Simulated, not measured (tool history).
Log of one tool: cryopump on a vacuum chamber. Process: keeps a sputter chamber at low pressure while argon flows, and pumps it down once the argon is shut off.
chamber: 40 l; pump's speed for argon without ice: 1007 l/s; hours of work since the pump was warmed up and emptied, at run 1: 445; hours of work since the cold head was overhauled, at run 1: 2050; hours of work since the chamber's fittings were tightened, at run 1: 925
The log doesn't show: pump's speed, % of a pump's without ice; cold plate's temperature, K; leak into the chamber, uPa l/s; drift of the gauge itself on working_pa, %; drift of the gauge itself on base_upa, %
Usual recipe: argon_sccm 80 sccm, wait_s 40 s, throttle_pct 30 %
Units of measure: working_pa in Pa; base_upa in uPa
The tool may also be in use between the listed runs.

run	hour	argon_sccm	wait_s	throttle_pct	hours of work since the pump was warmed up and emptied	hours of work since the cold head was overhauled	hours of work since the chamber's fittings were tightened	working_pa	base_upa
1	0.0	80	40	30	445	2050	925	0.4959	3.16
2	51.2	80	40	30	471	2075	950	0.5017	3.29
# hour 73.3: pump warmed up, emptied and cooled again
3	120.2	80	40	30	23	2107	981	0.4515	3.05
4	216.0	80	40	30	70	2154	1029	0.4522	3.08
5	312.9	80	40	30	118	2201	1076	0.4603	3.03
6	380.3	80	40	30	151	2235	1109	0.4620	3.05
7	446.4	80	38	30	184	2267	1142	0.4624	3.28
8	514.7	80	38	30	217	2301	1176	0.4637	3.36
9	613.5	80	40	30	266	2349	1224	0.4698	3.29
10	673.0	80	40	30	295	2379	1253	0.4735	3.28
11	728.0	80	40	30	322	2406	1281	0.4761	3.33
12	824.8	80	40	30	370	2453	1328	0.4819	3.38
13	924.2	80	40	30	419	2502	1377	0.4825	3.38
14	1008.4	80	40	30	460	2544	1419	0.4919	3.48
# hour 1056.3: pump warmed up, emptied and cooled again
15	1063.3	155	95	30	3	2568	1443	0.8658	1.76
16	1116.8	141	40	30	30	2595	1469	0.7983	3.21
17	1199.8	141	40	30	71	2635	1510	0.8033	3.21
18	1289.0	43	40	30	114	2679	1554	0.2461	3.23
19	1386.5	90	147	59	162	2727	1602	0.2744	1.56
20	1484.6	35	226	30	211	2776	1650	0.2036	1.35
21	1569.7	127	226	43	253	2817	1692	0.5337	1.37
22	1625.7	65	38	23	280	2845	1720	0.4987	3.55
23	1677.1	65	38	23	305	2870	1745	0.4985	3.60
24	1725.9	65	38	23	329	2894	1769	0.4990	3.48
25	1834.9	42	36	30	383	2948	1823	0.2549	3.84
26	1901.4	90	188	44	416	2981	1855	0.3913	1.66

Forecast each of these 4 alternatives for the next run:
A	1989.0	80	67	37	459	3024	1899	?	?
B	1989.0	90	135	19	459	3024	1899	?	?
C	1989.0	80	23	30	459	3024	1899	?	?
D	1989.0	80	55	30	459	3024	1899	?	?

run	working_pa	base_upa
A	0.4106	2.73
B	0.8491	1.94
C	0.4958	5.34
D	0.4950	2.94
With no hidden state in the tool, these same runs would have given:
run	working_pa	base_upa
A	0.3633	1.80
B	0.7960	1.04
C	0.4485	4.45
D	0.4478	2.03
